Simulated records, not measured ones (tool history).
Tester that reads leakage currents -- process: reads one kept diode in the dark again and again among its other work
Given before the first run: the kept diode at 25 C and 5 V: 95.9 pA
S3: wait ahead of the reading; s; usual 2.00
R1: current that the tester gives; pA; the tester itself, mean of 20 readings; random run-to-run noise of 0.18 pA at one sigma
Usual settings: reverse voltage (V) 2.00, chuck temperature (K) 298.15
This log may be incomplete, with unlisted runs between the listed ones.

run 1 hour=0.0 | reverse_voltage_(V)=2.00 chuck_temperature_(K)=298.15 S3=2.00 | R1=68.65
-- hour=43.3 chuck's temperature calibrated
run 2 hour=172.8 | reverse_voltage_(V)=2.00 chuck_temperature_(K)=298.15 S3=2.00 | R1=60.47
run 3 hour=422.7 | reverse_voltage_(V)=2.00 chuck_temperature_(K)=298.15 S3=2.00 | R1=63.93
run 4 hour=658.4 | reverse_voltage_(V)=2.00 chuck_temperature_(K)=298.15 S3=5.89 | R1=66.16
run 5 hour=805.7 | reverse_voltage_(V)=2.00 chuck_temperature_(K)=298.15 S3=1.48 | R1=68.17
-- hour=874.9 chuck's temperature calibrated
run 6 hour=1056.7 | reverse_voltage_(V)=3.63 chuck_temperature_(K)=298.15 S3=2.00 | R1=88.80
run 7 hour=1223.8 | reverse_voltage_(V)=3.63 chuck_temperature_(K)=298.15 S3=2.00 | R1=91.77
run 8 hour=1359.1 | reverse_voltage_(V)=3.63 chuck_temperature_(K)=330.15 S3=2.00 | R1=835.95
-- hour=1444.0 probe card cleaned and baked
run 9 hour=1486.3 | reverse_voltage_(V)=3.63 chuck_temperature_(K)=330.15 S3=2.00 | R1=844.37
run 10 hour=1635.8 | reverse_voltage_(V)=3.63 chuck_temperature_(K)=330.15 S3=2.00 | R1=860.32
-- hour=1701.9 chuck's temperature calibrated
run 11 hour=1797.1 | reverse_voltage_(V)=3.63 chuck_temperature_(K)=330.15 S3=2.00 | R1=777.23
run 12 hour=1934.8 | reverse_voltage_(V)=2.00 chuck_temperature_(K)=298.15 S3=2.00 | R1=59.41
run 13 hour=2098.7 | reverse_voltage_(V)=2.00 chuck_temperature_(K)=298.15 S3=2.00 | R1=61.10
run 14 hour=2368.8 | reverse_voltage_(V)=2.00 chuck_temperature_(K)=298.15 S3=2.00 | R1=64.62
-- hour=2527.6 chuck's temperature calibrated
run 15 hour=2609.8 | reverse_voltage_(V)=2.00 chuck_temperature_(K)=298.15 S3=2.12 | R1=57.30
-- hour=2725.5 tester calibrated
run 16 hour=2739.5 | reverse_voltage_(V)=2.00 chuck_temperature_(K)=298.15 S3=2.12 | R1=59.60
run 17 hour=2876.5 | reverse_voltage_(V)=2.00 chuck_temperature_(K)=298.15 S3=2.12 | R1=60.42
run 18 hour=3057.1 | reverse_voltage_(V)=2.00 chuck_temperature_(K)=298.15 S3=2.12 | R1=63.19
run 19 hour=3219.6 | reverse_voltage_(V)=2.00 chuck_temperature_(K)=298.15 S3=2.12 | R1=65.29
-- hour=3354.5 chuck's temperature calibrated
run 20 hour=3399.0 | reverse_voltage_(V)=2.00 chuck_temperature_(K)=307.15 S3=0.37 | R1=115.90
run 21 hour=3530.8 | reverse_voltage_(V)=2.00 chuck_temperature_(K)=307.15 S3=0.37 | R1=119.24
run 22 hour=3781.2 | reverse_voltage_(V)=3.05 chuck_temperature_(K)=310.15 S3=0.72 | R1=198.83
run 23 hour=3918.3 | reverse_voltage_(V)=18.38 chuck_temperature_(K)=313.15 S3=1.08 | R1=731.79
run 24 hour=4077.5 | reverse_voltage_(V)=2.81 chuck_temperature_(K)=304.15 S3=3.85 | R1=129.09
-- hour=4181.2 chuck's temperature calibrated
run 25 hour=4309.7 | reverse_voltage_(V)=4.27 chuck_temperature_(K)=295.15 S3=0.53 | R1=78.52
run 26 hour=4434.3 | reverse_voltage_(V)=4.27 chuck_temperature_(K)=320.15 S3=8.73 | R1=457.66
run 27 hour=4659.8 | reverse_voltage_(V)=11.45 chuck_temperature_(K)=318.15 S3=4.04 | R1=751.33
run 28 hour=4857.4 | reverse_voltage_(V)=11.45 chuck_temperature_(K)=318.15 S3=4.04 | R1=773.53
-- hour=5004.4 chuck's temperature calibrated
run 29 hour=5004.4 | reverse_voltage_(V)=11.45 chuck_temperature_(K)=318.15 S3=4.04 | R1=698.57
run 30 hour=5271.0 | reverse_voltage_(V)=4.08 chuck_temperature_(K)=304.15 S3=4.04 | R1=148.91
run 31 hour=5527.9 | reverse_voltage_(V)=4.08 chuck_temperature_(K)=304.15 S3=4.04 | R1=156.02
run 32 hour=5668.7 | reverse_voltage_(V)=1.35 chuck_temperature_(K)=298.15 S3=2.54 | R1=53.24
-- hour=5716.6 probe card cleaned and baked
-- hour=5828.1 chuck's temperature calibrated
run 33 hour=5885.3 | reverse_voltage_(V)=10.78 chuck_temperature_(K)=300.15 S3=8.38 | R1=178.13
run 34 hour=6058.9 | reverse_voltage_(V)=17.76 chuck_temperature_(K)=312.15 S3=9.62 | R1=603.07

Estimate the outcome of run 35 from the log above:
run 35 hour=6279.0 | reverse_voltage_(V)=1.59 chuck_temperature_(K)=305.15 S3=4.88 | R1=?

Run 35 measured R1 91.16 pA.
With the hidden condition absent and the run-to-run variation left alone, this run would have shown R1 84.09 pA.

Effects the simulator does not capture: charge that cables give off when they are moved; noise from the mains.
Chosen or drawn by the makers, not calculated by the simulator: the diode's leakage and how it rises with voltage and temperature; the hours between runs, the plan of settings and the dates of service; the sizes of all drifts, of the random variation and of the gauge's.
